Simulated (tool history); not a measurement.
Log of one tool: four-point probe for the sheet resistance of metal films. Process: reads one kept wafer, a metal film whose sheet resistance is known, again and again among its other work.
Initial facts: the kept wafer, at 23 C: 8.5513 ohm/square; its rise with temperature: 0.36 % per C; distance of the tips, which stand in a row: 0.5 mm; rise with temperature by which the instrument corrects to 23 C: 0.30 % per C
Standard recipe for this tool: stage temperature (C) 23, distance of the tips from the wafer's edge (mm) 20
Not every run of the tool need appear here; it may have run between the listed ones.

| run | day | stage temperature (C) | distance of the tips from the wafer's edge (mm) | sheet resistance as the instrument gives it (ohm/square) |
|---|---|---|---|---|
| 1 | 0 | 23 | 20 | 8.597707 |
| 2 | 2.925 | 23 | 20 | 8.598671 |
| 3 | 8.579 | 23 | 20 | 8.596784 |
| 4 | 11.846 | 23 | 20 | 8.601878 |
| 5 | 17.517 | 23 | 7 | 8.619703 |
| 6 | 19.933 | 23 | 5 | 8.648457 |
| 7 | 23.621 | 23 | 6 | 8.631788 |
| 8 | 28.954 | 23 | 6 | 8.632616 |
| 9 | 33.246 | 23 | 6 | 8.631983 |
| 10 | 38.133 | 23 | 10 | 8.614602 |
| 11 | 41.317 | 23 | 20 | 8.606914 |
| 12 | 43.825 | 23 | 20 | 8.610054 |
| 13 | 47.112 | 23 | 20 | 8.611616 |
| 14 | 49.946 | 23 | 20 | 8.610346 |
| 15 | 55.617 | 31 | 12 | 8.654626 |
| 16 | 61.246 | 24 | 8 | 8.629172 |
| 17 | 64.929 | 23 | 18 | 8.609751 |
| 18 | 69.717 | 34 | 73 | 8.669159 |
| 19 | 73.229 | 25 | 3 | 8.679603 |
| 20 | 77.308 | 31 | 3 | 8.712831 |
| 21 | 81.829 | 31 | 3 | 8.715606 |
| 22 | 85.458 | 23 | 47 | 8.550457 |
| 23 | 88.988 | 23 | 47 | 8.549933 |
| 24 | 94.308 | 25 | 7 | 8.583767 |
| 25 | 99.825 | 28 | 26 | 8.579324 |
| 26 | 105.196 | 26 | 50 | 8.567154 |
| 27 | 108.921 | 25 | 12 | 8.574286 |

Not shown here: 1 entry made in the log between runs. Locate each between two listed runs and compare the hidden state at the listed run before it with the hidden state at the listed run after it:
In the gap between runs 18 and 19: new probe head fitted (day 71.575)
  inner tips' distance over the nominal, %: 0.891 -> 0.184; tips' flats over new ones', %: 62 -> 0; wafer's true temperature over the reading, C: -0.74 -> -0.75
  measured result minus the result with no hidden state, sheet resistance as the instrument gives it (ohm/square): +0.060725 -> -0.006305

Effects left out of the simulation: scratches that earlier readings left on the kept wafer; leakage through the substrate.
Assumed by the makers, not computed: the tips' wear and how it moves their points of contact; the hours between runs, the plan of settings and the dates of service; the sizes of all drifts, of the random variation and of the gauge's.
